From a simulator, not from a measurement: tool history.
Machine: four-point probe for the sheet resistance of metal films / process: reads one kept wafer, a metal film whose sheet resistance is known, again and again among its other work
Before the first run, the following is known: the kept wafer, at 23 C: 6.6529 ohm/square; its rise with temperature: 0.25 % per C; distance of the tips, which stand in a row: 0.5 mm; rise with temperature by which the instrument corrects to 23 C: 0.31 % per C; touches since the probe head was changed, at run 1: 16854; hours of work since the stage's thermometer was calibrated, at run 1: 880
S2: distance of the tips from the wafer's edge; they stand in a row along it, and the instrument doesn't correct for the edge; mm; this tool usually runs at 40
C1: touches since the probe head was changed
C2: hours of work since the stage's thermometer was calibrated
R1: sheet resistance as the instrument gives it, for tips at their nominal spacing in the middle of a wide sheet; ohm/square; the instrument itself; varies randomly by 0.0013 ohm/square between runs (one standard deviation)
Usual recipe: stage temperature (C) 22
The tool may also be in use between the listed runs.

run 1 hour=0.0 | stage_temperature_(C)=22 S2=40 | C1=16854 C2=880 | R1=6.693908
run 2 hour=8.4 | stage_temperature_(C)=22 S2=6 | C1=17298 C2=886 | R1=6.718115
run 3 hour=21.1 | stage_temperature_(C)=22 S2=6 | C1=17964 C2=894 | R1=6.719849
run 4 hour=39.2 | stage_temperature_(C)=22 S2=6 | C1=18917 C2=906 | R1=6.718907
run 5 hour=54.2 | stage_temperature_(C)=22 S2=9 | C1=19706 C2=916 | R1=6.706797
run 6 hour=71.8 | stage_temperature_(C)=22 S2=9 | C1=20629 C2=927 | R1=6.705786
run 7 hour=82.9 | stage_temperature_(C)=22 S2=9 | C1=21213 C2=935 | R1=6.705876
run 8 hour=93.4 | stage_temperature_(C)=22 S2=9 | C1=21763 C2=942 | R1=6.707970
run 9 hour=108.2 | stage_temperature_(C)=22 S2=9 | C1=22541 C2=951 | R1=6.705660
run 10 hour=117.7 | stage_temperature_(C)=22 S2=9 | C1=23045 C2=958 | R1=6.703402
run 11 hour=136.5 | stage_temperature_(C)=22 S2=9 | C1=24032 C2=970 | R1=6.707890
run 12 hour=151.6 | stage_temperature_(C)=22 S2=9 | C1=24825 C2=980 | R1=6.706183
run 13 hour=169.3 | stage_temperature_(C)=22 S2=9 | C1=25758 C2=992 | R1=6.706976
run 14 hour=188.0 | stage_temperature_(C)=19 S2=40 | C1=26741 C2=1004 | R1=6.707726
run 15 hour=204.1 | stage_temperature_(C)=22 S2=8 | C1=27588 C2=1014 | R1=6.710187
run 16 hour=219.1 | stage_temperature_(C)=22 S2=8 | C1=28375 C2=1024 | R1=6.711498
run 17 hour=237.4 | stage_temperature_(C)=22 S2=12 | C1=29339 C2=1036 | R1=6.701324
run 18 hour=247.5 | stage_temperature_(C)=22 S2=12 | C1=29867 C2=1043 | R1=6.703132
run 19 hour=257.1 | stage_temperature_(C)=22 S2=36 | C1=30372 C2=1049 | R1=6.698155
run 20 hour=274.1 | stage_temperature_(C)=32 S2=31 | C1=31267 C2=1060 | R1=6.656864
run 21 hour=288.0 | stage_temperature_(C)=26 S2=7 | C1=31997 C2=1070 | R1=6.698993
run 22 hour=296.4 | stage_temperature_(C)=20 S2=43 | C1=32439 C2=1075 | R1=6.705334
run 23 hour=314.0 | stage_temperature_(C)=20 S2=43 | C1=33364 C2=1087 | R1=6.709642
run 24 hour=327.5 | stage_temperature_(C)=31 S2=19 | C1=34072 C2=1096 | R1=6.665423
-- hour=329.4 stage's thermometer calibrated
run 25 hour=344.1 | stage_temperature_(C)=23 S2=23 | C1=34922 C2=10 | R1=6.695422
run 26 hour=361.9 | stage_temperature_(C)=22 S2=68 | C1=35857 C2=21 | R1=6.698653
run 27 hour=374.0 | stage_temperature_(C)=20 S2=4 | C1=36492 C2=29 | R1=6.764265
run 28 hour=389.6 | stage_temperature_(C)=18 S2=8 | C1=37311 C2=40 | R1=6.730790
run 29 hour=398.3 | stage_temperature_(C)=18 S2=8 | C1=37768 C2=45 | R1=6.732228
run 30 hour=413.5 | stage_temperature_(C)=30 S2=46 | C1=38568 C2=55 | R1=6.667015
-- hour=432.6 stage's thermometer calibrated, once more
run 31 hour=433.2 | stage_temperature_(C)=30 S2=46 | C1=39577 C2=0 | R1=6.673586
run 32 hour=448.2 | stage_temperature_(C)=20 S2=40 | C1=40368 C2=10 | R1=6.714920
run 33 hour=465.6 | stage_temperature_(C)=20 S2=40 | C1=41285 C2=22 | R1=6.711652
run 34 hour=477.4 | stage_temperature_(C)=24 S2=9 | C1=41903 C2=29 | R1=6.708454
run 35 hour=487.1 | stage_temperature_(C)=26 S2=9 | C1=42414 C2=36 | R1=6.698116
run 36 hour=496.7 | stage_temperature_(C)=26 S2=9 | C1=42920 C2=42 | R1=6.700593
run 37 hour=513.9 | stage_temperature_(C)=25 S2=24 | C1=43825 C2=53 | R1=6.695787
run 38 hour=522.6 | stage_temperature_(C)=22 S2=27 | C1=44280 C2=59 | R1=6.705216

Consider 3 possible next runs. They are alternatives, not a sequence: every one starts from the tool as it was left by run 38. What does each give?
run A hour=540.6 | stage_temperature_(C)=25 S2=4 | C1=45228 C2=71 | R1=?
run B hour=540.6 | stage_temperature_(C)=28 S2=53 | C1=45228 C2=71 | R1=?
run C hour=540.6 | stage_temperature_(C)=19 S2=45 | C1=45228 C2=71 | R1=?

run=A R1=6.750057
run=B R1=6.682655
run=C R1=6.717214
With no hidden state in the tool, these same runs would have given:
run=A R1=6.700886
run=B R1=6.633944
run=C R1=6.668253
